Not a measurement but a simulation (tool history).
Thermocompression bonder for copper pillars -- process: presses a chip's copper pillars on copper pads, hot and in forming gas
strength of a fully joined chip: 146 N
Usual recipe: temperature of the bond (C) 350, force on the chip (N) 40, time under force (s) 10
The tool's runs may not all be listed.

run   hour  temperature of the bond (C)  force on the chip (N)  time under force (s)  force that shears a chip off (N)
  1      0                          350                     40                    10                                82
  2   23.7                          350                     40                    10                              81.2
  3   52.3                          350                     40                    10                              81.4
  4   76.4                          323                     40                    10                              67.4
  5  112.2                          323                     40                    10                              68.7
  6  160.8                          350                     25                    10                              50.1
  7  186.4                          350                     25                    10                              49.5
  8    223                          350                     25                    10                              49.8
     268.1  -- forming gas filter changed
  9  271.5                          350                     25                    10                                50
 10  300.9                          350                     40                     7                              73.4
 11  338.9                          350                     40                     7                              73.1
 12  368.2                          332                     40                     7                              64.4
 13  413.6                          321                     51                    10                              84.5
 14  450.2                          342                     51                    10                              95.2
 15  488.2                          342                     51                    10                              96.3
 16  539.8                          368                     27                     6                              51.5
 17  564.3                          350                     32                    21                              85.2
 18  610.4                          350                     32                    21                              84.8
 19  641.8                          350                     40                    14                              91.4

Forecast each of these 4 alternatives for the next run:
  A  674.8                          361                     28                    10                                 ?
  B  674.8                          334                     44                    16                                 ?
  C  674.8                          335                     40                     5                                 ?
  D  674.8                          359                     36                    22                                 ?

run  force that shears a chip off (N)
  A                              62.5
  B                              92.7
  C                              58.1
  D                             100.1
With no hidden state in the tool, these same runs would have given:
run  force that shears a chip off (N)
  A                              62.5
  B                              92.7
  C                              58.1
  D                             100.1

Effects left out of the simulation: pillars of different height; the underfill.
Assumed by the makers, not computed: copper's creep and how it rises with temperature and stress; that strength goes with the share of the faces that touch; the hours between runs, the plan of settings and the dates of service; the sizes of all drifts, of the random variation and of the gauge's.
